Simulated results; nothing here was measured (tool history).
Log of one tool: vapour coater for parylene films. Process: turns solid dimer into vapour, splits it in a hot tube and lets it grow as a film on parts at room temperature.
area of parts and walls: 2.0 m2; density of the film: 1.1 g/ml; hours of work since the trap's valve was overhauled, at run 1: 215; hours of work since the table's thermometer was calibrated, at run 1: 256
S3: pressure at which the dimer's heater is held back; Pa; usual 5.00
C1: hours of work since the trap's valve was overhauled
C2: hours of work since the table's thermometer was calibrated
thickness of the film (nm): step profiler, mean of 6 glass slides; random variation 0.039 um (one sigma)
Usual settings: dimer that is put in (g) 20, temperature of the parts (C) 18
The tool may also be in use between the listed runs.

Run 1, hour 0.0: usual settings; C1 215; C2 256. Result: thickness of the film (nm) 5930.
Run 2, hour 19.0: usual settings; C1 228; C2 269. Result: thickness of the film (nm) 5850.
Run 3, hour 40.5: usual settings but temperature of the parts (C) 10; C1 242; C2 283. Result: thickness of the film (nm) 8040.
Run 4, hour 71.0: usual settings; C1 262; C2 303. Result: thickness of the film (nm) 5890.
At hour 77.5: trap's valve overhauled.
Run 5, hour 97.0: usual settings; C1 13; C2 318. Result: thickness of the film (nm) 5720.
Run 6, hour 113.1: usual settings but dimer that is put in (g) 11; C1 23; C2 328. Result: thickness of the film (nm) 3150.
At hour 130.2: trap's valve overhauled, once more.
Run 7, hour 135.5: usual settings but dimer that is put in (g) 28, temperature of the parts (C) 20, S3 3.32 Pa; C1 4; C2 340. Result: thickness of the film (nm) 8580.
Run 8, hour 155.4: usual settings but dimer that is put in (g) 28, temperature of the parts (C) 20, S3 3.32 Pa; C1 17; C2 353. Result: thickness of the film (nm) 8470.
Run 9, hour 182.4: usual settings but dimer that is put in (g) 12; C1 34; C2 371. Result: thickness of the film (nm) 3800.

The next listed run, before its measurement:
Run 10, hour 202.1: usual settings but dimer that is put in (g) 17, temperature of the parts (C) 15, S3 2.62 Pa; C1 47; C2 384. Result: thickness of the film (nm) ?.

Run 10 gave thickness of the film (nm) 6360.
Without the tool's hidden state the same run would have given thickness of the film (nm) 6460.
